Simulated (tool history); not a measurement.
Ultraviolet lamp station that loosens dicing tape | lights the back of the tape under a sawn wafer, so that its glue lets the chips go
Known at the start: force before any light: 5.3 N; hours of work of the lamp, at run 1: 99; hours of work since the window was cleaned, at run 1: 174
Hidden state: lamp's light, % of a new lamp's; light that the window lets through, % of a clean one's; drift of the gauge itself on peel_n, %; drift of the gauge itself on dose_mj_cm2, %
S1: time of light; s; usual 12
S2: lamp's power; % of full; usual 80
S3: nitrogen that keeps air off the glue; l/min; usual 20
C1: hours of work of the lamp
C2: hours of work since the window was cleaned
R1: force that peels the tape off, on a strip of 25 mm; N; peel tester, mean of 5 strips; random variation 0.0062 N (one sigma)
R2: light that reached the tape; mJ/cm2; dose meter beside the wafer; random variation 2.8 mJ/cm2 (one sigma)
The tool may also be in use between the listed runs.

run   hour  S1  S2  S3   C1   C2     R1   R2
  1      0  12  80  20   99  174  0.279  322
  2   10.8  12  80  20  106  182  0.273  318
  3   18.8  12  80  38  112  187  0.184  319
  4   27.3  12  80  38  118  193  0.182  315
  5   34.7  12  80  20  123  199  0.294  310
  6   42.9  12  80  20  129  205  0.315  309
  7   56.3  12  86  20  138  214  0.258  333
  8   64.6  12  80  20  144  220  0.307  311
      74.7  -- window cleaned of glue's vapour
  9   75.1  12  80  20  151    0  0.346  294
 10     82  12  80  20  156    5  0.349  297
 11     96  12  80  14  166   15   0.46  291
 12  102.7  12  80  14  171   20  0.475  296
 13  111.5  12  80  20  177   26  0.352  287
 14  126.2   8  80  20  188   36  0.859  190
 15  138.5  12  80  20  196   45  0.363  282
 16  146.3  16  80  20  202   51  0.189  379
     157.5  -- window cleaned of glue's vapour, once more
 17  159.2  16  80  20  211    1  0.107  481
 18  174.7  12  80  20  222   12   0.22  353
 19  181.9  12  80  20  227   17  0.227  357
 20  192.9  12  80  20  235   25  0.227  344
 21  207.6  12  80  20  245   36  0.234  345
 22  216.2  12  76  14  251   42  0.362  328
 23  231.1  12  76  14  262   52  0.374  320
 24  245.3  12  76  14  272   62  0.393  320
 25  255.1  12  76  14  279   69  0.371  316
 26  268.9  12  76  14  289   79  0.393  312
 27  275.7  12  76  14  293   84  0.397  312
 28  291.5  12  64   7  305   95  0.933  261
 29  305.8   7  89   7  315  105  1.333  207
 30  313.7   7  89   7  320  111  1.332  212
 31  326.4   7  89   7  329  120  1.338  205
 32  340.6   7  89   7  339  130    1.3  204
 33    355   7  89   7  350  140  1.386  202

Forecast run 34:
 34  362.9   7  80  20  355  146   ?   ?

R1: 0.938 N
R2: 181 mJ/cm2
Without the tool's hidden state the same run would have given R1 0.65 N, R2 222 mJ/cm2.
